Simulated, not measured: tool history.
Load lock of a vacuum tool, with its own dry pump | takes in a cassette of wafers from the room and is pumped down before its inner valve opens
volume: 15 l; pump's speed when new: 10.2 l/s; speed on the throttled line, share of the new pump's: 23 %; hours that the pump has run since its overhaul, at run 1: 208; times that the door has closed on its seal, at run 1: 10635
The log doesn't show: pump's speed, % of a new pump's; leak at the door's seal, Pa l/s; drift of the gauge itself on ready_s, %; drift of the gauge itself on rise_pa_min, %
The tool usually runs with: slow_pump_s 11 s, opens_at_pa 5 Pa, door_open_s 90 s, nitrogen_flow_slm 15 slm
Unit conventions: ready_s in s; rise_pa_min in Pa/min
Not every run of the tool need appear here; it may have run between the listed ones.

run      day  slow_pump_s  opens_at_pa  door_open_s  nitrogen_flow_slm  hours that the pump has run since its overhaul  times that the door has closed on its seal  incoming humidity of the room's air, %  ready_s  rise_pa_min
  1        0           11            5           90                 15                                             208                                       10635                                    44.2     23.5        0.119
  2    5.008           11            5           90                 15                                             329                                       11018                                    45.6     23.2        0.127
  3    10.55           11           10           90                 15                                             461                                       11442                                    44.8     22.3         0.12
  4   18.792           11           10           90                 15                                             659                                       12073                                    45.2       22        0.121
  5    25.15           11            5           90                 29                                             812                                       12559                                    46.7     22.3        0.094
  6   35.192           11            5           90                 29                                            1053                                       13327                                    43.1     23.2        0.098
  7       40           11            5           90                 15                                            1168                                       13695                                    44.1     23.6        0.119
  8   45.575           11            5           90                 15                                            1302                                       14122                                    46.6     23.6        0.125
  9   52.408           11            5           90                 15                                            1466                                       14644                                    45.4     22.8        0.121
 10   59.771           11            5           90                 15                                            1643                                       15207                                    41.6     23.6        0.114
 11   68.925           12            5           90                 15                                            1863                                       15908                                    48.8     23.8        0.131
 12   76.646           12            5           90                 15                                            2048                                       16498                                    43.9     23.6        0.118
 13   82.938           10            5           90                 15                                            2199                                       16980                                    42.6       22        0.113
 14   90.775           10            5           90                 15                                            2387                                       17579                                    45.3     22.9        0.122
 15   98.542           10            5           90                 15                                            2573                                       18173                                    45.9     22.7        0.121
 16  104.625           11            5           90                 15                                            2719                                       18639                                    48.7     23.4        0.132
 17  114.396           11            5           90                 15                                            2954                                       19386                                    43.8     23.9        0.123
 18  122.371           11            5           90                 15                                            3145                                       19996                                    46.3     23.4        0.122
 19  132.433           11            8           90                  9                                            3387                                       20766                                    41.1     22.5         0.13
 20  142.662           18            7           47                  8                                            3632                                       21549                                    45.8     28.4        0.091
 21  152.196           11            8           38                 19                                            3861                                       22278                                    45.8     22.5        0.063
 22   159.95           12            8          198                 19                                            4047                                       22871                                    46.4       23        0.208
 23  165.633           12            8          198                 19                                            4184                                       23306                                    41.6       23        0.184
 24  173.392           11            5          217                 10                                            4370                                       23899                                    42.2     22.5        0.246
 25  181.962           11            5          217                 10                                            4575                                       24555                                    46.9     23.3        0.279
     183.521  -- door's seal changed, seat wiped
 26  186.283           11            5          217                 10                                            4678                                         211                                    40.3     23.3        0.243
 27  195.271           11            5           73                 15                                            4893                                         898                                      45     23.5          0.1
 28  203.021           11            5           73                 15                                            5079                                        1491                                    44.2     23.2        0.098
 29   212.75           11            5           73                 15                                            5313                                        2235                                    40.5       23        0.093
 30  217.508            9            5           73                 18                                            5427                                        2599                                    43.6     21.9        0.097
 31  223.558            7            7           73                 18                                            5572                                        3062                                    46.4     19.4        0.097
 32  232.388            8            5           90                 15                                            5784                                        3738                                    45.1     20.7        0.123
 33  240.346            8            5           90                 15                                            5975                                        4347                                      45     20.5        0.124
 34  248.458            8            5           90                 15                                            6170                                        4967                                    44.4       21        0.117

Run 35, settings as shown, results not yet in. Your forecast:
 35  257.575           20            8          135                 35                                            6389                                        5665                                    46.8        ?            ?

Run 35 gave ready_s 28.9 s, rise_pa_min 0.12 Pa/min.
Had the tool carried no hidden state, the very same run would have given ready_s 28.9 s, rise_pa_min 0.12 Pa/min.
